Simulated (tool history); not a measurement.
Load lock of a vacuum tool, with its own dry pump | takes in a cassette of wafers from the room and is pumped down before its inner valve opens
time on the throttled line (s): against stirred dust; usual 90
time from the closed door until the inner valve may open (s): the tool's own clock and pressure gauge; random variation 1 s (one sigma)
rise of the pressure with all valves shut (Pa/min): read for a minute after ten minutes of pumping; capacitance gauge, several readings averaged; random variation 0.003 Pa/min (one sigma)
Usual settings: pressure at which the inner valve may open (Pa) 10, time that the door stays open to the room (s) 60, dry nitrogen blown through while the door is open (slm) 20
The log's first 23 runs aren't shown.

run,day,time on the throttled line (s),pressure at which the inner valve may open (Pa),time that the door stays open to the room (s),dry nitrogen blown through while the door is open (slm),"incoming humidity of the room's air, %",time from the closed door until the inner valve may open (s),rise of the pressure with all valves shut (Pa/min)
24,72.608,118,16,61,9,45.6,186.2,0.210
25,76.175,90,10,108,20,46.5,166.4,0.201
26,79.867,90,9,60,20,46.9,167.5,0.217
27,81.971,90,9,65,36,45.8,168.0,0.212
28,85.854,67,9,65,23,45.5,149.0,0.227
29,88.483,65,18,60,10,47.5,140.8,0.239
30,91.983,150,9,60,4,44.9,216.5,0.250
31,95.046,90,13,60,5,47.7,164.3,0.259
32,98.154,90,17,228,20,45.9,162.0,0.269
33,101.421,90,17,48,20,43.5,161.3,0.265
34,103.858,55,17,125,6,46.6,134.4,0.283
35,105.775,153,10,169,14,41.9,217.6,0.284
36,109.388,138,8,60,20,46.7,208.7,0.292
37,112.708,164,10,60,20,45.1,226.5,0.289
38,114.879,164,10,60,20,48.1,228.4,0.303

Forecast each of these 3 alternatives for the next run:
A,117.292,116,15,217,20,45.6,?,?
B,117.292,94,10,118,21,43.8,?,?
C,117.292,164,10,60,6,47.0,?,?

run,time from the closed door until the inner valve may open (s),rise of the pressure with all valves shut (Pa/min)
A,185.1,0.318
B,171.3,0.308
C,224.7,0.317
Without the tool's hidden state the same runs would have given:
run,time from the closed door until the inner valve may open (s),rise of the pressure with all valves shut (Pa/min)
A,183.3,0.028
B,169.3,0.021
C,223.1,0.022

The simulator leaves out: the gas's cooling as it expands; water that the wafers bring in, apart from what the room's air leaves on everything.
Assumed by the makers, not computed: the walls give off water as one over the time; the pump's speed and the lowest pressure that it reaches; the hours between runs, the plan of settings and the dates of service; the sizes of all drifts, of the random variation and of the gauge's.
